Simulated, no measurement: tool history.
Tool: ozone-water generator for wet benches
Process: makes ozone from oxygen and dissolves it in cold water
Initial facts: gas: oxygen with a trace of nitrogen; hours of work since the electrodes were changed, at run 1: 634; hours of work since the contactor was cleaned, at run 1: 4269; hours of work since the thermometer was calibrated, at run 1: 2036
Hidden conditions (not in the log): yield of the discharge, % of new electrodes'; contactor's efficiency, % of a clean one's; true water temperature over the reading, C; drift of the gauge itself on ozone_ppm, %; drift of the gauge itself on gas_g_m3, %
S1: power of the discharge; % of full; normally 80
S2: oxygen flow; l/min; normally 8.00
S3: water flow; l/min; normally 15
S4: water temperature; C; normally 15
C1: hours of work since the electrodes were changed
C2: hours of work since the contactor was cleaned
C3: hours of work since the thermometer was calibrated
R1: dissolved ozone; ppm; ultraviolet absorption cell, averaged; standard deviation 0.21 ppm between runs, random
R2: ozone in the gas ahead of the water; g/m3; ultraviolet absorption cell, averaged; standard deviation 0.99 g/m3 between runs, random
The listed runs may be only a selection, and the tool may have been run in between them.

run,hour,S1,S2,S3,S4,C1,C2,C3,R1,R2
1,0.0,80,8.00,15,15,634,4269,2036,30.5,169.7
2,79.6,80,8.00,15,15,701,4336,2104,30.2,168.5
3,151.3,80,8.00,15,15,762,4397,2164,30.2,167.5
4,200.8,80,8.00,15,15,804,4439,2206,30.1,169.1
5,262.5,80,11.90,15,15,856,4491,2258,26.2,128.5
6,304.4,80,11.90,15,15,891,4526,2294,26.3,127.8
7,380.1,80,11.90,15,15,955,4590,2358,26.5,127.6
8,443.9,80,8.00,15,15,1009,4644,2412,29.7,167.8
9,510.4,80,8.00,15,15,1065,4701,2468,29.9,167.4
10,578.5,80,4.75,15,15,1123,4758,2525,33.5,238.2
11,622.5,80,4.75,15,15,1160,4795,2563,33.7,239.4
12,696.3,80,4.75,15,15,1223,4858,2625,33.2,239.4
13,735.2,80,4.75,15,15,1256,4891,2658,33.3,237.0
14,789.2,80,4.75,15,15,1301,4936,2704,33.3,237.1
15,840.6,80,4.75,15,15,1345,4980,2747,33.1,234.6
16,926.9,80,8.00,15,15,1418,5053,2820,29.4,165.2
17,962.7,43,13.19,18,18,1448,5083,2850,13.2,70.3
18,1026.7,43,13.19,18,18,1502,5137,2904,12.8,71.7
19,1068.9,49,4.15,10,10,1538,5173,2940,32.0,171.6
20,1127.2,49,4.15,10,10,1587,5222,2989,31.7,173.9
21,1192.8,49,4.15,10,10,1642,5277,3045,31.2,174.5
22,1242.7,73,9.74,18,10,1685,5320,3087,25.4,134.2
23,1325.5,73,9.74,18,10,1755,5390,3157,25.6,131.1
24,1404.9,80,9.85,12,15,1822,5457,3224,30.1,140.7
25,1464.7,80,9.85,12,15,1872,5507,3275,29.5,141.6
26,1549.2,80,9.85,10,15,1944,5579,3346,32.4,141.5
27,1635.9,80,9.85,10,15,2017,5652,3420,31.9,139.7
28,1680.7,80,9.85,10,15,2055,5690,3457,31.9,139.5
29,1759.9,62,12.32,10,10,2122,5757,3524,26.6,97.6
30,1816.9,62,12.32,10,10,2170,5805,3573,26.6,98.6
31,1883.8,71,14.05,10,14,2227,5862,3629,25.3,99.5
32,1949.9,71,14.05,10,14,2283,5918,3685,25.1,99.8

Alternative continuations, all from the tool just after run 32; predict every row:
A,2028.7,62,11.14,10,14,2349,5984,3752,?,?
B,2028.7,47,9.21,15,9,2349,5984,3752,?,?
C,2028.7,71,9.73,12,17,2349,5984,3752,?,?
D,2028.7,71,14.05,21,14,2349,5984,3752,?,?

run,R1,R2
A,25.4,104.1
B,20.4,96.1
C,25.8,127.5
D,18.7,100.6
The same runs, with their run-to-run variation unchanged, on a tool lacking any hidden condition would have given:
run,R1,R2
A,27.4,109.7
B,21.8,100.0
C,28.1,135.2
D,20.5,106.6
